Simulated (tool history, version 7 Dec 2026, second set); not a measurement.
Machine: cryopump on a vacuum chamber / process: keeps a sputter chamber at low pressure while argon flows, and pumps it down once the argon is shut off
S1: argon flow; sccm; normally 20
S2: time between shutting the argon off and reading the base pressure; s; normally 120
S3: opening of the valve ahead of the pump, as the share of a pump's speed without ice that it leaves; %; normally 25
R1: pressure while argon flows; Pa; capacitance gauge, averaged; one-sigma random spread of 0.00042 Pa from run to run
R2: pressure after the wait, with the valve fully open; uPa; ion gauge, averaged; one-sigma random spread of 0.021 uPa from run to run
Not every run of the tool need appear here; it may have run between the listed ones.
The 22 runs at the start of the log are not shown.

run	hour	S1	S2	S3	R1	R2
23	1183.7	13	120	25	0.0412	0.47
24	1224.3	13	119	25	0.0408	0.53
25	1274.3	20	41	25	0.0636	1.01
26	1349.0	18	50	37	0.0392	0.86
27	1405.3	18	50	37	0.0389	0.90
28	1451.2	33	113	29	0.0909	0.55
29	1527.0	33	113	29	0.0919	0.56
30	1567.5	27	67	48	0.0459	0.79
31	1643.8	12	25	24	0.0407	1.56
32	1687.7	14	110	58	0.0205	0.60
33	1741.3	20	62	28	0.0580	0.78

Below are 5 alternative next runs, each starting from the tool's condition after run 33. Predict each:
A	1797.0	20	125	21	?	?
B	1797.0	13	166	25	?	?
C	1797.0	27	120	57	?	?
D	1797.0	20	67	43	?	?
E	1797.0	28	62	28	?	?

run	R1	R2
A	0.0765	0.57
B	0.0428	0.48
C	0.0403	0.56
D	0.0394	0.81
E	0.0812	0.84
What these runs would have given with no unlogged condition in the tool:
run	R1	R2
A	0.0737	0.38
B	0.0410	0.29
C	0.0366	0.38
D	0.0365	0.62
E	0.0773	0.65
